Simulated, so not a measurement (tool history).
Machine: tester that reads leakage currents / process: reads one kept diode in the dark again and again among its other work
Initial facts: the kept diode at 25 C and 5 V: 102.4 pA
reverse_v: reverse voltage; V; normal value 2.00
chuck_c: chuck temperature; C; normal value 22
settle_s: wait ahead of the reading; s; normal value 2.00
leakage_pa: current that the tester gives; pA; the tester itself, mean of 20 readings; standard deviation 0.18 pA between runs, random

run	hour	reverse_v	chuck_c	settle_s	leakage_pa
1	0.0	2.00	22	2.00	53.19
2	93.5	2.00	22	2.00	53.43
3	159.3	2.00	52	2.00	770.18
4	219.2	2.00	22	2.00	53.31
5	309.0	2.00	22	2.00	52.95
6	423.1	2.00	22	1.72	52.75
7	555.0	2.00	22	1.72	52.83
8	640.7	2.00	22	1.72	52.51
# hour 652.3: chuck's temperature calibrated
9	759.0	2.00	30	2.00	103.78
10	865.2	6.22	36	0.32	261.23
11	973.5	6.22	36	0.32	260.60
12	1062.0	2.00	51	2.23	652.52
# hour 1108.1: probe card cleaned and baked
13	1127.4	7.54	32	3.25	175.82
14	1260.0	3.90	38	3.25	252.23
# hour 1299.9: chuck's temperature calibrated, once more
15	1387.2	2.00	46	2.00	536.23
16	1462.6	2.00	46	2.00	530.72
17	1545.9	2.00	35	1.06	200.90

3 ways to go on from here, each from the tool as it stands after run 17. What would each give?
A	1673.2	1.17	24	0.44	?
B	1673.2	1.27	48	4.43	?
C	1673.2	5.74	56	0.50	?

run	leakage_pa
A	60.61
B	545.67
C	1669.65
Had the tool no hidden state, the same runs would have come out as:
run	leakage_pa
A	60.47
B	547.43
C	1673.57
